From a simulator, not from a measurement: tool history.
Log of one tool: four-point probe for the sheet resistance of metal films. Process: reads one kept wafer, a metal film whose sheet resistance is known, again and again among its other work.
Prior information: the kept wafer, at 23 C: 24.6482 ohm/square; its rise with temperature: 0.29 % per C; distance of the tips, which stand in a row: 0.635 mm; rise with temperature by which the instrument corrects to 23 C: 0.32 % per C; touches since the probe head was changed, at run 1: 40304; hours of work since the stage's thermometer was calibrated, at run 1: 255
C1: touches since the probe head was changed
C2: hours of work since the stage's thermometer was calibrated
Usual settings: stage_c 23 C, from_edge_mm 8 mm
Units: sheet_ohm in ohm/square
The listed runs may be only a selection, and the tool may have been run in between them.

Run 1, hour 0: usual settings; C1 40304; C2 255. Result: sheet_ohm 24.685267 ohm/square.
Run 2, hour 32.4: usual settings; C1 41336; C2 279. Result: sheet_ohm 24.682028 ohm/square.
Run 3, hour 49.3: usual settings; C1 41878; C2 291. Result: sheet_ohm 24.681097 ohm/square.
Run 4, hour 68.7: usual settings but stage_c 26 C; C1 42494; C2 306. Result: sheet_ohm 24.659104 ohm/square.
Run 5, hour 92.6: usual settings but stage_c 26 C; C1 43259; C2 323. Result: sheet_ohm 24.648136 ohm/square.
Run 6, hour 114.1: usual settings but from_edge_mm 11 mm; C1 43943; C2 339. Result: sheet_ohm 24.624842 ohm/square.
Run 7, hour 128.7: usual settings but stage_c 19 C, from_edge_mm 18 mm; C1 44411; C2 350. Result: sheet_ohm 24.624766 ohm/square.
Run 8, hour 160.1: usual settings but stage_c 31 C; C1 45413; C2 373. Result: sheet_ohm 24.614784 ohm/square.
Run 9, hour 192.3: usual settings but stage_c 31 C; C1 46439; C2 397. Result: sheet_ohm 24.614067 ohm/square.
Run 10, hour 208.1: usual settings but stage_c 31 C; C1 46943; C2 409. Result: sheet_ohm 24.611245 ohm/square.
Run 11, hour 226.1: usual settings but stage_c 31 C; C1 47519; C2 422. Result: sheet_ohm 24.61836 ohm/square.

Predict each of these 5 candidate next runs independently; none follows another, all start after run 11:
Run A, hour 243.7: usual settings but stage_c 30 C, from_edge_mm 6 mm; C1 48080; C2 435. Result: sheet_ohm ?.
Run B, hour 243.7: usual settings but stage_c 21 C, from_edge_mm 60 mm; C1 48080; C2 435. Result: sheet_ohm ?.
Run C, hour 243.7: usual settings but stage_c 29 C, from_edge_mm 49 mm; C1 48080; C2 435. Result: sheet_ohm ?.
Run D, hour 243.7: usual settings; C1 48080; C2 435. Result: sheet_ohm ?.
Run E, hour 243.7: usual settings but stage_c 31 C, from_edge_mm 25 mm; C1 48080; C2 435. Result: sheet_ohm ?.

run  sheet_ohm
  A  24.677339
  B  24.586655
  C  24.541792
  D  24.653488
  E  24.539778
The same runs, with their run-to-run variation unchanged, on a tool lacking any hidden condition would have given:
run  sheet_ohm
  A  24.754023
  B  24.663248
  C  24.618104
  D  24.730235
  E  24.616048
